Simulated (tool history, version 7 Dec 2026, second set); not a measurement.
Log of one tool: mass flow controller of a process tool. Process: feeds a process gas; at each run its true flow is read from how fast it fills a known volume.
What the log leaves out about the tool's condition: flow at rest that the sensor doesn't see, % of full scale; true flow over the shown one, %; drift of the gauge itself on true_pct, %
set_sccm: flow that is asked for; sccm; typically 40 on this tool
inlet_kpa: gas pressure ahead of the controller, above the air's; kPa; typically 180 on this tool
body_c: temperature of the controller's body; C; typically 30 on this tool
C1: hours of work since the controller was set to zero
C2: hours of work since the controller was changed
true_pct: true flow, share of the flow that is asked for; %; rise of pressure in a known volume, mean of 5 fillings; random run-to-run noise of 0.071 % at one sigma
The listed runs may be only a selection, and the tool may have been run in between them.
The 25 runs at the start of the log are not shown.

Run 26, hour 3466.3: usual settings but inlet_kpa 160 kPa; C1 4382; C2 4382. Result: true_pct 97.75 %.
Run 27, hour 3592.2: usual settings but set_sccm 13 sccm, inlet_kpa 218 kPa, body_c 26 C; C1 4451; C2 4451. Result: true_pct 95.64 %.
Run 28, hour 3683.9: usual settings but set_sccm 8 sccm, inlet_kpa 198 kPa; C1 4501; C2 4501. Result: true_pct 95.56 %.
Run 29, hour 3850.8: usual settings but set_sccm 44 sccm, inlet_kpa 211 kPa, body_c 35 C; C1 4593; C2 4593. Result: true_pct 98.27 %.
Run 30, hour 3931.7: usual settings but body_c 33 C; C1 4637; C2 4637. Result: true_pct 97.57 %.
Run 31, hour 4032.7: usual settings but inlet_kpa 188 kPa; C1 4692; C2 4692. Result: true_pct 97.20 %.
Run 32, hour 4159.6: usual settings but inlet_kpa 188 kPa; C1 4762; C2 4762. Result: true_pct 96.98 %.
Run 33, hour 4342.2: usual settings but set_sccm 11 sccm, inlet_kpa 254 kPa, body_c 32 C; C1 4861; C2 4861. Result: true_pct 95.40 %.
Run 34, hour 4455.2: usual settings but set_sccm 13 sccm, inlet_kpa 192 kPa, body_c 32 C; C1 4923; C2 4923. Result: true_pct 94.92 %.
Run 35, hour 4644.5: usual settings but set_sccm 13 sccm, inlet_kpa 206 kPa, body_c 24 C; C1 5027; C2 5027. Result: true_pct 94.25 %.
Run 36, hour 4787.4: usual settings but set_sccm 13 sccm, inlet_kpa 262 kPa, body_c 24 C; C1 5105; C2 5105. Result: true_pct 94.36 %.
Run 37, hour 4974.7: usual settings but set_sccm 13 sccm, inlet_kpa 262 kPa, body_c 24 C; C1 5208; C2 5208. Result: true_pct 93.89 %.

The next listed run, before its measurement:
Run 38, hour 5127.9: usual settings but set_sccm 13 sccm, inlet_kpa 262 kPa, body_c 24 C; C1 5292; C2 5292. Result: true_pct ?.

Run 38 gave true_pct 93.80 %.
Minus the tool's unlogged condition, the same run would have read true_pct 97.61 %.

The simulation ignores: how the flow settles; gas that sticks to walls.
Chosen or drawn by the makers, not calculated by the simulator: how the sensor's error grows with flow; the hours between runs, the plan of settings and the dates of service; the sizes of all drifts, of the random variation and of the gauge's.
